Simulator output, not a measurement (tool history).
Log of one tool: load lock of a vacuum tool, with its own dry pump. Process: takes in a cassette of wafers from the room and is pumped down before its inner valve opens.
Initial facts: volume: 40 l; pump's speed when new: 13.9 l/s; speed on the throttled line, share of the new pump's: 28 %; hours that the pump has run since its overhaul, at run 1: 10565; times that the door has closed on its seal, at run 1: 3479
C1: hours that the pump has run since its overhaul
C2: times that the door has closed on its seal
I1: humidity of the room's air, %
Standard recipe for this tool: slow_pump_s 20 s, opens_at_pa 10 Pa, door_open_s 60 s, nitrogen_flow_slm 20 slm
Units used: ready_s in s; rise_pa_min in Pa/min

{"run": 1, "day": 0.0, "slow_pump_s": 20, "opens_at_pa": 10, "door_open_s": 60, "nitrogen_flow_slm": 20, "C1": 10565, "C2": 3479, "I1": 43.3, "ready_s": 43.5, "rise_pa_min": 0.044}
{"run": 2, "day": 3.933, "slow_pump_s": 20, "opens_at_pa": 10, "door_open_s": 60, "nitrogen_flow_slm": 20, "C1": 10660, "C2": 3739, "I1": 43.9, "ready_s": 43.3, "rise_pa_min": 0.05}
{"run": 3, "day": 6.325, "slow_pump_s": 20, "opens_at_pa": 10, "door_open_s": 60, "nitrogen_flow_slm": 20, "C1": 10717, "C2": 3897, "I1": 42.3, "ready_s": 43.2, "rise_pa_min": 0.043}
{"run": 4, "day": 11.812, "slow_pump_s": 20, "opens_at_pa": 10, "door_open_s": 60, "nitrogen_flow_slm": 20, "C1": 10849, "C2": 4260, "I1": 46, "ready_s": 43.5, "rise_pa_min": 0.053}
{"run": 5, "day": 15.529, "slow_pump_s": 20, "opens_at_pa": 10, "door_open_s": 60, "nitrogen_flow_slm": 20, "C1": 10938, "C2": 4506, "I1": 44.4, "ready_s": 43.7, "rise_pa_min": 0.05}
{"run": 6, "day": 20.758, "slow_pump_s": 20, "opens_at_pa": 10, "door_open_s": 60, "nitrogen_flow_slm": 20, "C1": 11064, "C2": 4851, "I1": 45.9, "ready_s": 42.9, "rise_pa_min": 0.052}
{"run": 7, "day": 25.725, "slow_pump_s": 20, "opens_at_pa": 10, "door_open_s": 60, "nitrogen_flow_slm": 20, "C1": 11183, "C2": 5179, "I1": 46.7, "ready_s": 42.8, "rise_pa_min": 0.057}
{"run": 8, "day": 31.458, "slow_pump_s": 20, "opens_at_pa": 10, "door_open_s": 60, "nitrogen_flow_slm": 20, "C1": 11320, "C2": 5558, "I1": 43.8, "ready_s": 43.2, "rise_pa_min": 0.054}
{"run": 9, "day": 35.004, "slow_pump_s": 20, "opens_at_pa": 10, "door_open_s": 60, "nitrogen_flow_slm": 20, "C1": 11406, "C2": 5793, "I1": 42.5, "ready_s": 42.6, "rise_pa_min": 0.057}
{"run": 10, "day": 37.471, "slow_pump_s": 12, "opens_at_pa": 12, "door_open_s": 37, "nitrogen_flow_slm": 20, "C1": 11465, "C2": 5955, "I1": 42.7, "ready_s": 36.3, "rise_pa_min": 0.049}
{"run": 11, "day": 42.95, "slow_pump_s": 14, "opens_at_pa": 12, "door_open_s": 34, "nitrogen_flow_slm": 41, "C1": 11596, "C2": 6317, "I1": 46.8, "ready_s": 38.1, "rise_pa_min": 0.05}
{"run": 12, "day": 48.738, "slow_pump_s": 20, "opens_at_pa": 10, "door_open_s": 27, "nitrogen_flow_slm": 26, "C1": 11735, "C2": 6700, "I1": 45.2, "ready_s": 43.5, "rise_pa_min": 0.044}
{"run": 13, "day": 51.346, "slow_pump_s": 18, "opens_at_pa": 10, "door_open_s": 33, "nitrogen_flow_slm": 20, "C1": 11798, "C2": 6872, "I1": 43.3, "ready_s": 42.2, "rise_pa_min": 0.052}
{"run": 14, "day": 55.188, "slow_pump_s": 18, "opens_at_pa": 10, "door_open_s": 33, "nitrogen_flow_slm": 20, "C1": 11890, "C2": 7126, "I1": 45.2, "ready_s": 42.3, "rise_pa_min": 0.055}
{"run": 15, "day": 60.879, "slow_pump_s": 27, "opens_at_pa": 8, "door_open_s": 60, "nitrogen_flow_slm": 20, "C1": 12027, "C2": 7502, "I1": 45.7, "ready_s": 48.8, "rise_pa_min": 0.065}

Each row is a separate what-if for the run after 15, all from the same tool condition, not one after another. Results?
{"run": "A", "day": 65.712, "slow_pump_s": 20, "opens_at_pa": 10, "door_open_s": 60, "nitrogen_flow_slm": 4, "C1": 12143, "C2": 7822, "I1": 45.2, "ready_s": "?", "rise_pa_min": "?"}
{"run": "B", "day": 65.712, "slow_pump_s": 13, "opens_at_pa": 10, "door_open_s": 60, "nitrogen_flow_slm": 34, "C1": 12143, "C2": 7822, "I1": 42, "ready_s": "?", "rise_pa_min": "?"}
{"run": "C", "day": 65.712, "slow_pump_s": 27, "opens_at_pa": 8, "door_open_s": 155, "nitrogen_flow_slm": 20, "C1": 12143, "C2": 7822, "I1": 48, "ready_s": "?", "rise_pa_min": "?"}
{"run": "D", "day": 65.712, "slow_pump_s": 20, "opens_at_pa": 9, "door_open_s": 60, "nitrogen_flow_slm": 20, "C1": 12143, "C2": 7822, "I1": 46.1, "ready_s": "?", "rise_pa_min": "?"}
{"run": "E", "day": 65.712, "slow_pump_s": 29, "opens_at_pa": 8, "door_open_s": 216, "nitrogen_flow_slm": 20, "C1": 12143, "C2": 7822, "I1": 47.6, "ready_s": "?", "rise_pa_min": "?"}

run=A ready_s=43.1 rise_pa_min=0.083
run=B ready_s=38.4 rise_pa_min=0.055
run=C ready_s=49.1 rise_pa_min=0.086
run=D ready_s=43.6 rise_pa_min=0.063
run=E ready_s=50.3 rise_pa_min=0.1
Without the tool's unlogged condition, the same runs would have read:
run=A ready_s=40.9 rise_pa_min=0.052
run=B ready_s=35.9 rise_pa_min=0.024
run=C ready_s=47 rise_pa_min=0.055
run=D ready_s=41.3 rise_pa_min=0.033
run=E ready_s=48.2 rise_pa_min=0.069

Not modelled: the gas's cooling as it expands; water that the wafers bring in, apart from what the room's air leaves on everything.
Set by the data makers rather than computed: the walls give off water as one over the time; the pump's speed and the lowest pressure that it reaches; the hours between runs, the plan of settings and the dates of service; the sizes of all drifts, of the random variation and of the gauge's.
